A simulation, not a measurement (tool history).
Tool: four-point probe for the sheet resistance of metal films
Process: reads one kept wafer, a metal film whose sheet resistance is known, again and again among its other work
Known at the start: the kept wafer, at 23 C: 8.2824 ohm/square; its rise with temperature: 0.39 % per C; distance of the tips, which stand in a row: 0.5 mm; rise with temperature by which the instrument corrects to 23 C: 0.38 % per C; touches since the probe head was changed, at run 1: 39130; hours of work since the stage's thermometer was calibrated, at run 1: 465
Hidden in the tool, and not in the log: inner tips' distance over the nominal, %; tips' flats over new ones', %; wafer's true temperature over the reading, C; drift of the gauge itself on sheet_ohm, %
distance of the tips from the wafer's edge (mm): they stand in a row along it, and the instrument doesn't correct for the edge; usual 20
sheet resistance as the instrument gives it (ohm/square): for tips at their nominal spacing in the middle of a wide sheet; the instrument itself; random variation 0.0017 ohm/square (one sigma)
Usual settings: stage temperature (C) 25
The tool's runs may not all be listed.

run   hour  stage temperature (C)  distance of the tips from the wafer's edge (mm)  touches since the probe head was changed  hours of work since the stage's thermometer was calibrated  sheet resistance as the instrument gives it (ohm/square)
  1      0                     25                                               20                                     39130                                                         465                                                  8.299056
  2   16.2                     25                                               12                                     39807                                                         478                                                  8.302116
  3   35.6                     32                                               20                                     40616                                                         493                                                  8.299187
  4   57.1                     32                                               20                                     41516                                                         510                                                  8.300933
  5   73.5                     20                                               20                                     42203                                                         523                                                  8.299884
  6  105.8                     25                                               20                                     43550                                                         549                                                  8.300112
  7  133.5                     25                                               20                                     44710                                                         571                                                  8.300169
  8    156                     33                                               20                                     45652                                                         588                                                  8.305284
  9  182.2                     33                                               20                                     46745                                                         609                                                  8.308674
 10  198.5                     19                                               16                                     47425                                                         622                                                  8.302725
 11  220.2                     33                                               19                                     48332                                                         639                                                  8.307224
 12  252.2                     25                                               56                                     49670                                                         664                                                  8.301796
 13  278.6                     19                                               35                                     50774                                                         685                                                  8.301832
 14  312.2                     31                                                5                                     52179                                                         712                                                  8.348881
 15  337.7                     31                                                5                                     53244                                                         732                                                  8.352661

The next listed run, before its measurement:
 16  364.5                     31                                                5                                     54366                                                         753                                                         ?

sheet resistance as the instrument gives it (ohm/square): 8.354765
Without the tool's hidden state the same run would have given sheet resistance as the instrument gives it (ohm/square) 8.333018.
